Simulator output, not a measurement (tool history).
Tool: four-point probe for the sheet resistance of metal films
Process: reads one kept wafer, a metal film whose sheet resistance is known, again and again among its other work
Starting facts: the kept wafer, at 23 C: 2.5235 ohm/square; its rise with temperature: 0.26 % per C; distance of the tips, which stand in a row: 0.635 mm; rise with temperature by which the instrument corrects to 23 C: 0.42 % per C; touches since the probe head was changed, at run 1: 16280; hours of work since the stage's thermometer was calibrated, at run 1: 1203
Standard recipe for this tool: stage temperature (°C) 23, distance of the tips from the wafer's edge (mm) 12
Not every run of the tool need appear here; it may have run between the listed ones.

run	hour	stage temperature (°C)	distance of the tips from the wafer's edge (mm)	touches since the probe head was changed	hours of work since the stage's thermometer was calibrated	sheet resistance as the instrument gives it (ohm/square)
1	0	23	12	16280	1203	2.511599
2	73.8	23	12	17710	1258	2.511047
3	124.7	23	12	18696	1295	2.512381
4	226.3	23	12	20665	1370	2.511311
5	287.1	23	12	21842	1415	2.5129
6	391.3	23	12	23861	1492	2.513041
7	483.2	23	12	25643	1559	2.514116
8	596.6	23	12	27839	1643	2.514129
9	710.6	23	12	30048	1727	2.515039
10	793.6	23	12	31656	1788	2.514371
11	883.6	30	12	33400	1854	2.488365
12	984.5	23	54	35356	1929	2.512542
13	1063.7	23	70	36890	1987	2.513295
14	1162.4	23	70	38803	2060	2.514553
15	1251.5	23	70	40529	2125	2.514851
16	1311.8	23	4	41697	2170	2.547247
17	1364.2	23	4	42712	2208	2.548346
18	1480.8	23	4	44973	2294	2.547701
# hour 1521.4: stage's thermometer calibrated
19	1586.1	23	12	47002	48	2.520485
20	1661.8	23	12	48469	103	2.520767
21	1770	31	12	50565	183	2.490655
22	1880.8	31	12	52713	265	2.491605
23	1971.7	31	12	54474	332	2.491188
24	2047.5	31	20	55943	388	2.489665
25	2150.6	27	5	57939	463	2.525134
26	2244.2	27	5	59753	532	2.525129
27	2346.5	27	5	61736	608	2.526091
28	2453.4	19	35	63808	687	2.535418
29	2556.4	24	3	65803	762	2.576466
30	2674.9	24	3	68098	850	2.577386
31	2742	24	3	69400	899	2.577464
32	2833.8	22	6	71178	967	2.54044
33	2925	22	6	72946	1034	2.541224
34	3040.3	24	8	75179	1119	2.527473
35	3123.6	27	42	76794	1180	2.508463
36	3176.2	27	42	77812	1219	2.508524
37	3282.3	29	5	79869	1297	2.524733
38	3386.6	29	5	81889	1374	2.524171
39	3472	19	6	83543	1437	2.556436
40	3522.4	19	12	84520	1474	2.544239
41	3638	28	18	86761	1559	2.509022
42	3741.7	23	16	88769	1636	2.528447
43	3847.6	32	4	90822	1714	2.527159
44	3926.8	32	4	92356	1772	2.527834
45	3983.6	32	4	93457	1814	2.527989

Alternative continuations, all from the tool just after run 45; predict every row:
A	4058.2	24	4	94902	1869	?
B	4058.2	27	4	94902	1869	?
C	4058.2	21	72	94902	1869	?

run	sheet resistance as the instrument gives it (ohm/square)
A	2.558075
B	2.54711
C	2.535067
With the hidden condition removed and each run's random variation left untouched, the same runs would have given:
run	sheet resistance as the instrument gives it (ohm/square)
A	2.553546
B	2.542586
C	2.530587

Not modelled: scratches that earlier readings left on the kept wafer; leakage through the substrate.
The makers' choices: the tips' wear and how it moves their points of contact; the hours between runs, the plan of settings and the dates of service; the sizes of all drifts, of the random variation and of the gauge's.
